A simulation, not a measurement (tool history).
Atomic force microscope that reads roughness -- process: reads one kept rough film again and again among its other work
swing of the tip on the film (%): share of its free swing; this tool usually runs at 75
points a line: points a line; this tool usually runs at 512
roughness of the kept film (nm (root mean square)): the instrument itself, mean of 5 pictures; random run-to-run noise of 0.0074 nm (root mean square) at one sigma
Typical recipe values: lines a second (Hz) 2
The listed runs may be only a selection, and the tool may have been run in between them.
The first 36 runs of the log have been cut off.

run,hour,lines a second (Hz),swing of the tip on the film (%),points a line,roughness of the kept film (nm (root mean square))
37,1024,1.14,71,448,2.023
38,1062.3,1.19,77,307,1.973
# hour 1074.2: new tip fitted
39,1087.2,3.94,85,512,1.818
40,1110,2,75,373,1.994
41,1135.3,3.72,75,373,1.881
42,1165.2,2.91,75,843,1.922
# hour 1189.6: new tip fitted
43,1190.3,1.42,75,473,2.061
44,1216.1,3.28,57,512,2.059
45,1245.5,3.28,82,422,1.859
46,1280.5,3.28,82,422,1.821
47,1299.8,0.86,65,422,1.999
# hour 1304.5: new tip fitted
48,1318.7,1.62,64,308,2.072
49,1339,1.62,64,308,2.055
50,1360.6,2,58,512,2.048
51,1394,2.44,69,589,1.967
# hour 1420.1: new tip fitted
52,1432.3,0.94,58,462,2.115

Each row is a separate what-if for the run after 52, all from the same tool condition, not one after another. Results?
A,1451.4,0.65,75,512,?
B,1451.4,2,75,348,?
C,1451.4,1.94,58,462,?

run,roughness of the kept film (nm (root mean square))
A,2.067
B,2.003
C,2.083
With the hidden condition removed and each run's random variation left untouched, the same runs would have given:
run,roughness of the kept film (nm (root mean square))
A,2.096
B,2.031
C,2.111
